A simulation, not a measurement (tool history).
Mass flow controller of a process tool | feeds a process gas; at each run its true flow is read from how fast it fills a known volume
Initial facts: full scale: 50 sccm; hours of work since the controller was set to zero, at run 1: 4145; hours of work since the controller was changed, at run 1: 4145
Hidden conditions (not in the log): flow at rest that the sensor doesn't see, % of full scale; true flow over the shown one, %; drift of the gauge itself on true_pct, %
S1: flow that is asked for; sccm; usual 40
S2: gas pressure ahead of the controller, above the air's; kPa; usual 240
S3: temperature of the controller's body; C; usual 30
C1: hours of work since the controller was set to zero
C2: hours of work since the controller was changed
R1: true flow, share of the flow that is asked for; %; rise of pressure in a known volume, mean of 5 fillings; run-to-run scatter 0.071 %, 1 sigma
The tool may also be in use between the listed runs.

run,hour,S1,S2,S3,C1,C2,R1
1,0,40,240,30,4145,4145,99.92
2,113.3,40,240,30,4211,4211,99.93
3,283,40,225,30,4310,4310,100.2
4,447.1,40,225,30,4405,4405,100.04
5,545.6,40,225,30,4463,4463,100.03
6,683.8,40,240,30,4543,4543,99.99
7,825.7,40,240,30,4626,4626,100.06
8,992.9,40,240,30,4723,4723,100.03
9,1193.5,40,145,30,4840,4840,100.63
10,1375.4,8,240,30,4946,4946,103.44
11,1515.7,8,240,30,5028,5028,103.52
# hour 1528.1: controller's zero set anew
12,1648.4,43,150,28,70,5105,101.26
13,1842.6,43,150,28,183,5218,101.14
14,2026.4,6,197,30,290,5325,110.51
15,2196.5,6,197,30,389,5424,110.44
16,2391.8,47,176,30,503,5537,101.08
# hour 2408.1: controller's zero set anew, once more
17,2560.6,7,203,22,89,5635,98.23
18,2756.1,5,236,35,203,5749,99.36
19,2839.6,24,236,35,251,5798,99.29

4 options for the next run, each taken on its own from the tool as it stands now. Forecast them:
A,3008.4,28,245,35,350,5896,?
B,3008.4,11,259,35,350,5896,?
C,3008.4,24,236,35,350,5896,?
D,3008.4,14,157,35,350,5896,?

run,R1
A,99.02
B,98.85
C,99.17
D,99.68
The same runs, with their run-to-run variation unchanged, on a tool lacking any hidden condition would have given:
run,R1
A,99.97
B,99.52
C,100.09
D,100.45
